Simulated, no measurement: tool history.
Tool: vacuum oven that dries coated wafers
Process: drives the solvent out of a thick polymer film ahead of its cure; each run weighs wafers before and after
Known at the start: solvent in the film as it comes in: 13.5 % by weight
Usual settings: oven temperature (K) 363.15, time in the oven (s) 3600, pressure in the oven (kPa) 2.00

run 1 day=0.000 | oven_temperature_(K)=363.15 time_in_the_oven_(s)=3600 pressure_in_the_oven_(kPa)=2.00 | solvent_left_in_the_film_(%)=2.21
run 2 day=0.529 | oven_temperature_(K)=363.15 time_in_the_oven_(s)=1920 pressure_in_the_oven_(kPa)=2.00 | solvent_left_in_the_film_(%)=3.61
run 3 day=1.246 | oven_temperature_(K)=363.15 time_in_the_oven_(s)=1920 pressure_in_the_oven_(kPa)=2.00 | solvent_left_in_the_film_(%)=3.65
run 4 day=2.404 | oven_temperature_(K)=363.15 time_in_the_oven_(s)=1920 pressure_in_the_oven_(kPa)=2.00 | solvent_left_in_the_film_(%)=3.66
run 5 day=2.938 | oven_temperature_(K)=363.15 time_in_the_oven_(s)=1920 pressure_in_the_oven_(kPa)=2.00 | solvent_left_in_the_film_(%)=3.65
run 6 day=4.112 | oven_temperature_(K)=363.15 time_in_the_oven_(s)=3600 pressure_in_the_oven_(kPa)=2.00 | solvent_left_in_the_film_(%)=2.27
run 7 day=5.154 | oven_temperature_(K)=361.15 time_in_the_oven_(s)=3600 pressure_in_the_oven_(kPa)=2.00 | solvent_left_in_the_film_(%)=2.61
run 8 day=6.100 | oven_temperature_(K)=363.15 time_in_the_oven_(s)=3600 pressure_in_the_oven_(kPa)=7.38 | solvent_left_in_the_film_(%)=7.05
run 9 day=7.029 | oven_temperature_(K)=363.15 time_in_the_oven_(s)=3600 pressure_in_the_oven_(kPa)=7.38 | solvent_left_in_the_film_(%)=6.94

The next listed run, before its measurement:
-- day=7.200 oven's thermocouples calibrated
run 10 day=8.021 | oven_temperature_(K)=375.15 time_in_the_oven_(s)=2040 pressure_in_the_oven_(kPa)=2.59 | solvent_left_in_the_film_(%)=?

{"run 10": {"solvent left in the film (%)": 2.07}}
Without the tool's hidden state the same run would have given solvent left in the film (%) 1.81.

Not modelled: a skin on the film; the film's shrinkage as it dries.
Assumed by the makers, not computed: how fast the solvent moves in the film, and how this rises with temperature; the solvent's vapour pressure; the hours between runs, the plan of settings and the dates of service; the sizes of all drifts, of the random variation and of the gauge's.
